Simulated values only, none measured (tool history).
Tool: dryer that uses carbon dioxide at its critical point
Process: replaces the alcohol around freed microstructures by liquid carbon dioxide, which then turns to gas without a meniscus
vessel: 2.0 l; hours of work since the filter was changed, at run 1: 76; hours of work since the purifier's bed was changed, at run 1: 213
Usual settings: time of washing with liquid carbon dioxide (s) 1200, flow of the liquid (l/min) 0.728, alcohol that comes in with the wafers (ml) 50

| run | hour | time of washing with liquid carbon dioxide (s) | flow of the liquid (l/min) | alcohol that comes in with the wafers (ml) | hours of work since the filter was changed | hours of work since the purifier's bed was changed | alcohol left in the vessel before it's heated (ppm by volume) |
|---|---|---|---|---|---|---|---|
| 1 | 0 | 1200 | 0.728 | 50 | 76 | 213 | 167 |
| 2 | 9.7 | 1200 | 0.728 | 50 | 80 | 217 | 157 |
| 3 | 27.4 | 1200 | 0.728 | 50 | 86 | 223 | 155 |
| 4 | 38.9 | 1200 | 0.728 | 50 | 90 | 227 | 164 |
| 5 | 56.9 | 1200 | 0.728 | 50 | 96 | 233 | 168 |
| 6 | 66.7 | 1200 | 0.728 | 50 | 100 | 237 | 176 |
| 7 | 76.5 | 1200 | 0.728 | 50 | 103 | 240 | 161 |
| 8 | 93.5 | 1200 | 0.728 | 50 | 109 | 246 | 174 |
| 9 | 113.1 | 1200 | 0.728 | 50 | 116 | 253 | 170 |
| 10 | 130.6 | 1440 | 0.728 | 50 | 122 | 259 | 97 |
| 11 | 147.4 | 1200 | 0.728 | 50 | 128 | 265 | 172 |
| 12 | 166.5 | 1200 | 0.728 | 50 | 134 | 271 | 173 |
| 13 | 175.6 | 1800 | 0.728 | 33 | 138 | 275 | 63 |
| 14 | 194.3 | 960 | 0.728 | 50 | 144 | 281 | 421 |
| 15 | 214 | 1200 | 0.659 | 66 | 151 | 288 | 332 |
| 16 | 225.3 | 1500 | 0.454 | 50 | 155 | 292 | 488 |
| 17 | 240.4 | 1200 | 0.739 | 45 | 160 | 297 | 164 |
| 18 | 250.2 | 1620 | 0.772 | 36 | 163 | 301 | 60 |
| 19 | 260.7 | 900 | 0.491 | 50 | 167 | 304 | 1884 |
| 20 | 278.3 | 900 | 0.491 | 50 | 173 | 310 | 1873 |
| 21 | 296.7 | 900 | 0.491 | 50 | 180 | 317 | 1882 |

Forecast each of these 3 alternatives for the next run:
| A | 316.4 | 960 | 0.499 | 21 | 187 | 324 | ? |
| B | 316.4 | 1080 | 1.165 | 84 | 187 | 324 | ? |
| C | 316.4 | 1200 | 1.016 | 29 | 187 | 324 | ? |

| run | alcohol left in the vessel before it's heated (ppm by volume) |
|---|---|
| A | 708 |
| B | 80 |
| C | 80 |
Without the tool's hidden state the same runs would have given:
| run | alcohol left in the vessel before it's heated (ppm by volume) |
|---|---|
| A | 505 |
| B | 12 |
| C | 17 |
